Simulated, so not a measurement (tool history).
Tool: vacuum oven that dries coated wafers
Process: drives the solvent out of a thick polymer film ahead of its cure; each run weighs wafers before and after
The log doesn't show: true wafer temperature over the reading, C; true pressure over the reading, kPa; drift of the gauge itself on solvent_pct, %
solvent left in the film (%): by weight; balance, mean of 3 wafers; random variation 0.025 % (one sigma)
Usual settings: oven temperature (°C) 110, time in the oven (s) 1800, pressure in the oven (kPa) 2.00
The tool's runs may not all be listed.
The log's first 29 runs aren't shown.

run,hour,oven temperature (°C),time in the oven (s),pressure in the oven (kPa),hours of work since the thermocouples were calibrated,hours of work since the vacuum gauge was cleaned of residue,solvent left in the film (%)
30,315.8,101,1740,1.11,570,253,9.61
31,325.1,125,1800,2.65,574,257,3.76
32,340.0,123,1920,2.00,580,264,3.28
33,351.6,101,2820,2.00,585,269,8.62
34,367.2,110,1800,1.95,591,275,7.25
35,374.9,125,3120,1.03,595,278,1.33
36,387.2,125,3120,2.77,600,284,3.26
37,394.6,125,2040,1.94,603,287,2.75
38,410.0,125,2040,1.94,609,293,2.73
39,424.7,97,1800,3.30,616,299,14.78
40,436.7,97,1800,4.28,621,304,16.37
41,447.7,110,1320,2.25,625,309,9.33
42,463.8,119,900,2.25,632,316,8.09
43,478.8,119,2400,2.25,638,322,3.90
44,492.2,96,2400,3.54,644,328,14.58
45,501.3,100,960,7.73,648,332,21.18
46,517.3,100,960,7.73,655,338,21.29

Forecast each of these 4 alternatives for the next run:
A,524.0,107,1800,2.00,658,341,?
B,524.0,110,1800,6.48,658,341,?
C,524.0,112,960,7.73,658,341,?
D,524.0,110,1080,2.00,658,341,?

run,solvent left in the film (%)
A,8.46
B,13.95
C,16.44
D,10.15
Without the tool's hidden state the same runs would have given:
run,solvent left in the film (%)
A,8.63
B,14.19
C,16.69
D,10.34

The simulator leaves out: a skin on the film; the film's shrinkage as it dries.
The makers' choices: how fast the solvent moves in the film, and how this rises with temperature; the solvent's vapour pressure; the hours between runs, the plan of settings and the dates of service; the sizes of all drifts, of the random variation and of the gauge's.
